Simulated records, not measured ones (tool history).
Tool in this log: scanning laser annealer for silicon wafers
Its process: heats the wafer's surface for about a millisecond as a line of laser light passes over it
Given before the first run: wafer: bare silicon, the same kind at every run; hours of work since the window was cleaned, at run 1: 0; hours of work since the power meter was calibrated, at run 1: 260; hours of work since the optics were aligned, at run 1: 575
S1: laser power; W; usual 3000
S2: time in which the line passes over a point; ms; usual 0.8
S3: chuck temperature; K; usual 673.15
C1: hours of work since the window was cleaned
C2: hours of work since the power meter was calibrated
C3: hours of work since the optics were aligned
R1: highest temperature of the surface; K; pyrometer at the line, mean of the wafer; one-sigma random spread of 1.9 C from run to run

| run | hour | S1 | S2 | S3 | C1 | C2 | C3 | R1 |
|---|---|---|---|---|---|---|---|---|
| 1 | 0 | 3000 | 0.8 | 673.15 | 0 | 260 | 575 | 1508.15 |
| 2 | 32.4 | 3000 | 0.8 | 673.15 | 21 | 281 | 597 | 1505.15 |
| 3 | 88.1 | 3000 | 0.8 | 673.15 | 58 | 318 | 633 | 1508.15 |
| 4 | 152 | 3000 | 0.8 | 673.15 | 99 | 359 | 675 | 1510.15 |
| 5 | 196.9 | 3000 | 0.8 | 673.15 | 129 | 389 | 704 | 1505.15 |
| 6 | 255.3 | 3000 | 0.8 | 673.15 | 167 | 427 | 742 | 1511.15 |
| 7 | 322.2 | 3000 | 0.8 | 673.15 | 210 | 470 | 786 | 1505.15 |
| 8 | 353.8 | 3000 | 0.8 | 673.15 | 231 | 491 | 806 | 1510.15 |
| 9 | 394.5 | 3000 | 0.692 | 673.15 | 258 | 518 | 833 | 1444.15 |
| 10 | 462.4 | 3000 | 0.8 | 708.15 | 302 | 562 | 877 | 1545.15 |
| 11 | 508.3 | 3000 | 0.8 | 708.15 | 332 | 592 | 907 | 1546.15 |
| 12 | 549 | 3000 | 0.8 | 673.15 | 358 | 619 | 934 | 1506.15 |
| 13 | 612 | 3000 | 0.8 | 673.15 | 400 | 660 | 975 | 1506.15 |
| 14 | 643.7 | 3000 | 0.8 | 673.15 | 420 | 680 | 996 | 1508.15 |
|  | 653 | window over the wafer cleaned |
| 15 | 697.6 | 3000 | 0.8 | 673.15 | 29 | 714 | 1030 | 1509.15 |
| 16 | 748.3 | 3000 | 0.8 | 673.15 | 62 | 747 | 1063 | 1512.15 |
| 17 | 792.1 | 3000 | 0.8 | 673.15 | 91 | 776 | 1091 | 1508.15 |
| 18 | 852.6 | 3000 | 0.865 | 673.15 | 130 | 815 | 1131 | 1547.15 |
| 19 | 885.7 | 2650 | 0.865 | 673.15 | 152 | 837 | 1152 | 1421.15 |
| 20 | 947.3 | 3000 | 0.8 | 673.15 | 192 | 877 | 1193 | 1509.15 |
| 21 | 1013.6 | 3056 | 0.8 | 636.15 | 235 | 921 | 1236 | 1491.15 |
| 22 | 1070.4 | 2606 | 0.582 | 673.15 | 273 | 958 | 1273 | 1259.15 |
| 23 | 1138.7 | 2606 | 0.666 | 671.15 | 317 | 1002 | 1318 | 1305.15 |
| 24 | 1172.7 | 2594 | 0.713 | 652.15 | 339 | 1024 | 1340 | 1308.15 |
| 25 | 1237.3 | 3136 | 0.713 | 703.15 | 382 | 1067 | 1382 | 1529.15 |
|  | 1304 | window over the wafer cleaned |
| 26 | 1304 | 3136 | 0.713 | 703.15 | 0 | 1109 | 1424 | 1529.15 |
| 27 | 1349.3 | 3279 | 0.8 | 647.15 | 30 | 1138 | 1454 | 1579.15 |
| 28 | 1383.3 | 3000 | 0.871 | 674.15 | 52 | 1161 | 1476 | 1552.15 |
| 29 | 1428.9 | 2803 | 0.805 | 667.15 | 82 | 1190 | 1506 | 1437.15 |
| 30 | 1494.7 | 2562 | 0.805 | 667.15 | 125 | 1233 | 1549 | 1358.15 |
|  | 1512.9 | optics aligned, line set to its width |
| 31 | 1537.7 | 2898 | 0.805 | 709.15 | 149 | 1258 | 16 | 1514.15 |
| 32 | 1577.9 | 2783 | 0.8 | 692.15 | 176 | 1284 | 42 | 1455.15 |
| 33 | 1610.6 | 2783 | 0.8 | 692.15 | 197 | 1306 | 64 | 1451.15 |
| 34 | 1641.3 | 2871 | 0.572 | 692.15 | 217 | 1326 | 84 | 1341.15 |
| 35 | 1706.1 | 2653 | 0.8 | 691.15 | 259 | 1368 | 126 | 1410.15 |
| 36 | 1760.8 | 2653 | 0.8 | 691.15 | 295 | 1404 | 162 | 1408.15 |
| 37 | 1825.1 | 2653 | 0.8 | 691.15 | 337 | 1446 | 204 | 1413.15 |
| 38 | 1875.3 | 2641 | 0.718 | 704.15 | 370 | 1479 | 237 | 1376.15 |
| 39 | 1905.2 | 2848 | 0.987 | 692.15 | 389 | 1498 | 256 | 1578.15 |
|  | 1960.4 | window over the wafer cleaned |
| 40 | 1977.2 | 2848 | 0.987 | 692.15 | 11 | 1544 | 302 | 1577.15 |

What differs in the tool's unlogged condition from the final listed run ahead of each entry between runs to the first listed run following it?
Between runs 14 and 15: window over the wafer cleaned (hour 653)
  light that passes the window, % of a clean one's: 99.96 -> 100
Between runs 25 and 26: window over the wafer cleaned (hour 1304)
  light that passes the window, % of a clean one's: 99.96 -> 100
Between runs 30 and 31: optics aligned, line set to its width (hour 1512.9)
  light that passes the window, % of a clean one's: 99.99 -> 99.98; width of the line over the set one, %: 0.04 -> 0
Between runs 39 and 40: window over the wafer cleaned (hour 1960.4)
  light that passes the window, % of a clean one's: 99.96 -> 100

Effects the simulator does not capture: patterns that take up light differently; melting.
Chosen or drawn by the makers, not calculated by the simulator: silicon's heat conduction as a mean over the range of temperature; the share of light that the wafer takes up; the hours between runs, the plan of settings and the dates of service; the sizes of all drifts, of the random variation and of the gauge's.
